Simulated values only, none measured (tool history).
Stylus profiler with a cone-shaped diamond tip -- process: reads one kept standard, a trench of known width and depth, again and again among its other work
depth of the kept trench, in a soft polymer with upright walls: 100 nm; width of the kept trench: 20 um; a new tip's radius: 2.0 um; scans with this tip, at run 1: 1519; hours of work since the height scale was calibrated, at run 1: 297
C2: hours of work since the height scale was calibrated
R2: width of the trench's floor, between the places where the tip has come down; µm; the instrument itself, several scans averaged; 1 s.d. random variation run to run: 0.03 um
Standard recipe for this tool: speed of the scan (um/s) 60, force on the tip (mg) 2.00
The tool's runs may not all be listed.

Run 1, day 0.000: usual settings; scans with this tip 1519; C2 297. Result: depth of the trench (nm) 101.34, R2 18.39 µm.
Run 2, day 0.921: usual settings but speed of the scan (um/s) 95; scans with this tip 1603; C2 314. Result: depth of the trench (nm) 101.34, R2 18.25 µm.
Run 3, day 2.362: usual settings but speed of the scan (um/s) 95; scans with this tip 1736; C2 339. Result: depth of the trench (nm) 101.42, R2 18.18 µm.
Run 4, day 3.096: usual settings but force on the tip (mg) 5.58; scans with this tip 1803; C2 353. Result: depth of the trench (nm) 102.69, R2 18.53 µm.
Run 5, day 3.942: usual settings but speed of the scan (um/s) 66; scans with this tip 1881; C2 368. Result: depth of the trench (nm) 101.47, R2 18.34 µm.
Run 6, day 4.908: usual settings but speed of the scan (um/s) 66, force on the tip (mg) 1.13; scans with this tip 1969; C2 385. Result: depth of the trench (nm) 100.95, R2 18.22 µm.
Run 7, day 6.008: usual settings but speed of the scan (um/s) 66, force on the tip (mg) 1.13; scans with this tip 2070; C2 405. Result: depth of the trench (nm) 100.96, R2 18.23 µm.
Run 8, day 7.392: usual settings but speed of the scan (um/s) 66, force on the tip (mg) 1.13; scans with this tip 2197; C2 430. Result: depth of the trench (nm) 100.98, R2 18.21 µm.
Run 9, day 8.296: usual settings but speed of the scan (um/s) 66, force on the tip (mg) 1.13; scans with this tip 2281; C2 446. Result: depth of the trench (nm) 101.00, R2 18.23 µm.
Run 10, day 8.896: usual settings but speed of the scan (um/s) 66, force on the tip (mg) 1.13; scans with this tip 2335; C2 457. Result: depth of the trench (nm) 101.01, R2 18.21 µm.
Run 11, day 9.996: usual settings but speed of the scan (um/s) 66, force on the tip (mg) 1.13; scans with this tip 2436; C2 477. Result: depth of the trench (nm) 101.02, R2 18.25 µm.
Run 12, day 11.000: usual settings; scans with this tip 2529; C2 495. Result: depth of the trench (nm) 101.41, R2 18.43 µm.
Run 13, day 12.225: usual settings; scans with this tip 2641; C2 517. Result: depth of the trench (nm) 101.38, R2 18.36 µm.
Run 14, day 13.154: usual settings; scans with this tip 2726; C2 533. Result: depth of the trench (nm) 101.42, R2 18.38 µm.
Run 15, day 13.938: usual settings; scans with this tip 2798; C2 547. Result: depth of the trench (nm) 101.44, R2 18.40 µm.
Run 16, day 15.108: usual settings but speed of the scan (um/s) 22; scans with this tip 2906; C2 568. Result: depth of the trench (nm) 101.50, R2 18.52 µm.
Run 17, day 16.183: usual settings but speed of the scan (um/s) 22; scans with this tip 3005; C2 588. Result: depth of the trench (nm) 101.42, R2 18.50 µm.
Run 18, day 17.225: usual settings; scans with this tip 3100; C2 606. Result: depth of the trench (nm) 101.50, R2 18.36 µm.
Run 19, day 18.400: usual settings; scans with this tip 3208; C2 627. Result: depth of the trench (nm) 101.49, R2 18.32 µm.
Run 20, day 19.446: usual settings; scans with this tip 3304; C2 646. Result: depth of the trench (nm) 101.45, R2 18.32 µm.
Run 21, day 20.775: usual settings; scans with this tip 3426; C2 670. Result: depth of the trench (nm) 101.47, R2 18.29 µm.
Run 22, day 21.771: usual settings; scans with this tip 3518; C2 688. Result: depth of the trench (nm) 101.47, R2 18.33 µm.
Run 23, day 22.608: usual settings but force on the tip (mg) 0.72; scans with this tip 3595; C2 703. Result: depth of the trench (nm) 100.84, R2 18.09 µm.
Run 24, day 23.225: usual settings but force on the tip (mg) 0.72; scans with this tip 3651; C2 714. Result: depth of the trench (nm) 100.84, R2 18.07 µm.
Run 25, day 24.338: usual settings but speed of the scan (um/s) 27, force on the tip (mg) 2.57; scans with this tip 3754; C2 734. Result: depth of the trench (nm) 101.78, R2 18.48 µm.
Run 26, day 24.946: usual settings but speed of the scan (um/s) 63, force on the tip (mg) 1.98; scans with this tip 3809; C2 745. Result: depth of the trench (nm) 101.54, R2 18.27 µm.
Run 27, day 25.667: usual settings but speed of the scan (um/s) 63, force on the tip (mg) 1.98; scans with this tip 3876; C2 758. Result: depth of the trench (nm) 101.55, R2 18.29 µm.
Run 28, day 26.992: usual settings but speed of the scan (um/s) 63, force on the tip (mg) 1.98; scans with this tip 3997; C2 782. Result: depth of the trench (nm) 101.51, R2 18.25 µm.
Run 29, day 27.871: usual settings but speed of the scan (um/s) 63, force on the tip (mg) 2.36; scans with this tip 4078; C2 798. Result: depth of the trench (nm) 101.69, R2 18.35 µm.
Run 30, day 28.812: usual settings but speed of the scan (um/s) 25, force on the tip (mg) 3.64; scans with this tip 4165; C2 814. Result: depth of the trench (nm) 102.19, R2 18.47 µm.
Run 31, day 30.175: usual settings but speed of the scan (um/s) 25, force on the tip (mg) 3.64; scans with this tip 4289; C2 839. Result: depth of the trench (nm) 102.19, R2 18.51 µm.
Run 32, day 30.938: usual settings but speed of the scan (um/s) 42, force on the tip (mg) 0.72; scans with this tip 4360; C2 853. Result: depth of the trench (nm) 100.86, R2 18.22 µm.
Run 33, day 32.300: usual settings but speed of the scan (um/s) 42, force on the tip (mg) 0.72; scans with this tip 4485; C2 877. Result: depth of the trench (nm) 100.87, R2 18.17 µm.
Run 34, day 33.312: usual settings but speed of the scan (um/s) 22, force on the tip (mg) 2.88; scans with this tip 4578; C2 895. Result: depth of the trench (nm) 101.96, R2 18.46 µm.
Run 35, day 34.108: usual settings but speed of the scan (um/s) 20, force on the tip (mg) 3.11; scans with this tip 4651; C2 910. Result: depth of the trench (nm) 102.05, R2 18.49 µm.
Run 36, day 34.975: usual settings but speed of the scan (um/s) 23, force on the tip (mg) 3.32; scans with this tip 4731; C2 925. Result: depth of the trench (nm) 102.05, R2 18.44 µm.
Run 37, day 35.854: usual settings but speed of the scan (um/s) 23, force on the tip (mg) 2.97; scans with this tip 4811; C2 941. Result: depth of the trench (nm) 101.93, R2 18.46 µm.
Run 38, day 37.021: usual settings but speed of the scan (um/s) 23, force on the tip (mg) 4.45; scans with this tip 4918; C2 962. Result: depth of the trench (nm) 102.52, R2 18.44 µm.
Run 39, day 38.462: usual settings but speed of the scan (um/s) 35, force on the tip (mg) 1.94; scans with this tip 5051; C2 988. Result: depth of the trench (nm) 101.57, R2 18.38 µm.
Run 40, day 39.650: usual settings but force on the tip (mg) 3.11; scans with this tip 5160; C2 1009. Result: depth of the trench (nm) 102.08, R2 18.29 µm.
Run 41, day 41.012: usual settings but force on the tip (mg) 3.11; scans with this tip 5285; C2 1034. Result: depth of the trench (nm) 102.00, R2 18.33 µm.
Run 42, day 42.038: usual settings but force on the tip (mg) 3.11; scans with this tip 5379; C2 1052. Result: depth of the trench (nm) 102.12, R2 18.28 µm.
Run 43, day 43.175: usual settings but speed of the scan (um/s) 18, force on the tip (mg) 4.07; scans with this tip 5483; C2 1072. Result: depth of the trench (nm) 102.37, R2 18.48 µm.
Run 44, day 44.158: usual settings but force on the tip (mg) 1.83; scans with this tip 5573; C2 1090. Result: depth of the trench (nm) 101.52, R2 18.21 µm.
Run 45, day 45.425: usual settings but force on the tip (mg) 3.26; scans with this tip 5690; C2 1113. Result: depth of the trench (nm) 102.11, R2 18.28 µm.
Run 46, day 46.333: usual settings but speed of the scan (um/s) 17, force on the tip (mg) 1.11; scans with this tip 5773; C2 1129. Result: depth of the trench (nm) 101.20, R2 18.44 µm.

For some of the steps in depth of the trench (nm) from one run to the next: how much would appear even if the tool had no hidden state, given the settings, what came in and random variation, and how much remains for the hidden state plus any gauge scatter that the measured result and the result without hidden state don't share?
What the log doesn't record here: radius of the tip, um; height scale over the true one, %; drift of the gauge itself on depth_nm, %; drift of the gauge itself on floor_um, %.
Run 1 -> 2: speed of the scan (um/s) 60 -> 95. depth of the trench (nm) +0.00: hidden state +0.01, all else -0.01.
Run 3 -> 4: speed of the scan (um/s) 95 -> 60, force on the tip (mg) 2.00 -> 5.58. depth of the trench (nm) +1.27: hidden state +0.02, all else +1.25.
Run 4 -> 5: speed of the scan (um/s) 60 -> 66, force on the tip (mg) 5.58 -> 2.00. depth of the trench (nm) -1.22: hidden state +0.00, all else -1.22.
Run 6 -> 7: nothing adjusted, nothing logged. depth of the trench (nm) +0.01: hidden state +0.01, all else +0.00.
Run 31 -> 32: speed of the scan (um/s) 25 -> 42, force on the tip (mg) 3.64 -> 0.72. depth of the trench (nm) -1.33: hidden state +0.00, all else -1.33.
